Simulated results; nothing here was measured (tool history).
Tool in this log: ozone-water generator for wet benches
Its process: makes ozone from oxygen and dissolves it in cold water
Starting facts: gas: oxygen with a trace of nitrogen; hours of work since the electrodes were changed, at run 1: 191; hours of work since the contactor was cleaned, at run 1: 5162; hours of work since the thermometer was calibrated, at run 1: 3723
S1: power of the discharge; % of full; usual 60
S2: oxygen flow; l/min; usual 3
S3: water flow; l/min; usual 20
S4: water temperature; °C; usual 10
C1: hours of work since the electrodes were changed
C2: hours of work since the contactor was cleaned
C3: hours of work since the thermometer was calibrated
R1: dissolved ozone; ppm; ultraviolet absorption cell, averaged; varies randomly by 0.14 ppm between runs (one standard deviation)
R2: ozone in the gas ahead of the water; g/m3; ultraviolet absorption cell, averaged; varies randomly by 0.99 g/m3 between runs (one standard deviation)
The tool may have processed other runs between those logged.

Run 1, day 0: usual settings; C1 191; C2 5162; C3 3723. Result: R1 16.2 ppm, R2 170.2 g/m3.
Run 2, day 2.8: usual settings but S4 9 °C; C1 251; C2 5222; C3 3783. Result: R1 16 ppm, R2 172.1 g/m3.
Run 3, day 5.488: usual settings but S2 3.66 l/min, S4 9 °C; C1 308; C2 5279; C3 3840. Result: R1 17.3 ppm, R2 157.2 g/m3.
Run 4, day 9.433: usual settings but S1 63 % of full; C1 392; C2 5363; C3 3924. Result: R1 16.8 ppm, R2 177.3 g/m3.
Run 5, day 12.942: usual settings but S1 63 % of full; C1 466; C2 5438; C3 3999. Result: R1 16.7 ppm, R2 177.8 g/m3.
At day 16.371: water thermometer calibrated.
Run 6, day 16.954: usual settings but S1 56 % of full; C1 551; C2 5522; C3 12. Result: R1 15.5 ppm, R2 158.9 g/m3.
Run 7, day 20.529: usual settings but S1 56 % of full; C1 627; C2 5599; C3 89. Result: R1 15.3 ppm, R2 160.1 g/m3.
Run 8, day 24.267: usual settings but S1 56 % of full; C1 707; C2 5678; C3 168. Result: R1 15.2 ppm, R2 158.3 g/m3.
Run 9, day 28.838: usual settings but S4 12 °C; C1 804; C2 5775; C3 265. Result: R1 15.7 ppm, R2 167.9 g/m3.
Run 10, day 31.642: usual settings but S2 4.1 l/min; C1 864; C2 5835; C3 325. Result: R1 17.7 ppm, R2 148.9 g/m3.
Run 11, day 34.883: usual settings; C1 933; C2 5904; C3 394. Result: R1 15.9 ppm, R2 167.8 g/m3.
Run 12, day 36.846: usual settings; C1 975; C2 5946; C3 436. Result: R1 15.9 ppm, R2 168.6 g/m3.
Run 13, day 39.617: usual settings but S3 16 l/min; C1 1034; C2 6005; C3 495. Result: R1 19.2 ppm, R2 168.6 g/m3.
Run 14, day 42.579: usual settings but S1 76 % of full; C1 1097; C2 6068; C3 558. Result: R1 19.4 ppm, R2 206.9 g/m3.
Run 15, day 44.95: usual settings but S1 76 % of full; C1 1147; C2 6118; C3 608. Result: R1 19.7 ppm, R2 204.1 g/m3.
Run 16, day 47.992: usual settings but S2 2.08 l/min; C1 1212; C2 6183; C3 673. Result: R1 13.8 ppm, R2 193.5 g/m3.
Run 17, day 52.25: usual settings but S2 2.08 l/min; C1 1302; C2 6274; C3 764. Result: R1 14 ppm, R2 192.5 g/m3.
Run 18, day 54.954: usual settings but S2 2.08 l/min; C1 1360; C2 6331; C3 821. Result: R1 14 ppm, R2 193.2 g/m3.
Run 19, day 57.625: usual settings but S1 64 % of full, S2 2.17 l/min, S3 29 l/min, S4 15 °C; C1 1417; C2 6388; C3 878. Result: R1 10.1 ppm, R2 198.1 g/m3.
Run 20, day 60.821: usual settings but S2 1.54 l/min, S3 14 l/min; C1 1485; C2 6456; C3 946. Result: R1 17.4 ppm, R2 215.1 g/m3.
Run 21, day 64.304: usual settings but S2 1.54 l/min, S3 14 l/min; C1 1559; C2 6530; C3 1020. Result: R1 16.9 ppm, R2 218 g/m3.
At day 66.933: gauge calibrated.
Run 22, day 67.571: usual settings but S2 1.54 l/min, S3 14 l/min; C1 1628; C2 6600; C3 1090. Result: R1 17.3 ppm, R2 221.2 g/m3.
Run 23, day 70.104: usual settings but S1 56 % of full, S2 1.54 l/min, S3 14 l/min; C1 1682; C2 6654; C3 1143. Result: R1 16.3 ppm, R2 206.9 g/m3.
Run 24, day 73.467: usual settings but S1 56 % of full, S2 1.54 l/min, S3 26 l/min, S4 17 °C; C1 1754; C2 6725; C3 1215. Result: R1 8.4 ppm, R2 205.8 g/m3.
Run 25, day 75.379: usual settings but S1 97 % of full, S2 1.54 l/min, S3 26 l/min, S4 11 °C; C1 1795; C2 6766; C3 1256. Result: R1 14.1 ppm, R2 332.4 g/m3.
At day 76.408: contactor cleaned.
Run 26, day 77.583: usual settings but S1 96 % of full, S2 1.53 l/min; C1 1838; C2 25; C3 1299. Result: R1 18.4 ppm, R2 330.4 g/m3.
Run 27, day 79.921: usual settings but S1 83 % of full, S2 2.44 l/min; C1 1888; C2 75; C3 1349. Result: R1 19.5 ppm, R2 245.6 g/m3.
Run 28, day 82.496: usual settings but S1 95 % of full, S2 2.97 l/min, S3 22 l/min, S4 17 °C; C1 1943; C2 130; C3 1404. Result: R1 20.5 ppm, R2 253.9 g/m3.
Run 29, day 85.362: usual settings but S1 95 % of full, S2 2.97 l/min, S3 22 l/min, S4 17 °C; C1 2004; C2 191; C3 1465. Result: R1 20.4 ppm, R2 256.2 g/m3.
Run 30, day 89.408: usual settings but S1 95 % of full, S2 4.97 l/min, S3 21 l/min, S4 7 °C; C1 2090; C2 277; C3 1551. Result: R1 27.3 ppm, R2 207.7 g/m3.
Run 31, day 91.954: usual settings but S1 95 % of full, S2 4.97 l/min, S3 21 l/min, S4 7 °C; C1 2144; C2 331; C3 1605. Result: R1 27.4 ppm, R2 207.2 g/m3.
Run 32, day 95.504: usual settings but S1 91 % of full, S4 8 °C; C1 2219; C2 406; C3 1680. Result: R1 23.2 ppm, R2 240.3 g/m3.
Run 33, day 99.625: usual settings but S1 91 % of full, S2 4.54 l/min, S3 30 l/min, S4 8 °C; C1 2307; C2 494; C3 1768. Result: R1 18.9 ppm, R2 204 g/m3.

Below are 4 alternative next runs, each starting from the tool's condition after run 33. Predict each:
Run A, day 103.838: usual settings but S2 5.1 l/min; C1 2397; C2 584; C3 1858. Result: R1 ?, R2 ?.
Run B, day 103.838: usual settings but S1 95 % of full, S2 4.54 l/min, S3 30 l/min, S4 11 °C; C1 2397; C2 584; C3 1858. Result: R1 ?, R2 ?.
Run C, day 103.838: usual settings but S1 50 % of full, S2 2.39 l/min, S4 5 °C; C1 2397; C2 584; C3 1858. Result: R1 ?, R2 ?.
Run D, day 103.838: usual settings but S1 91 % of full, S2 1.85 l/min, S3 16 l/min, S4 8 °C; C1 2397; C2 584; C3 1858. Result: R1 ?, R2 ?.

run    R1     R2
  A  18.5  137.6
  B  18.6  212.1
  C  12.8  156.9
  D  23.8  288.9
With the hidden condition removed and each run's random variation left untouched, the same runs would have given:
run    R1     R2
  A  18.5    140
  B  18.6  215.7
  C  12.9  159.5
  D  23.8  293.8

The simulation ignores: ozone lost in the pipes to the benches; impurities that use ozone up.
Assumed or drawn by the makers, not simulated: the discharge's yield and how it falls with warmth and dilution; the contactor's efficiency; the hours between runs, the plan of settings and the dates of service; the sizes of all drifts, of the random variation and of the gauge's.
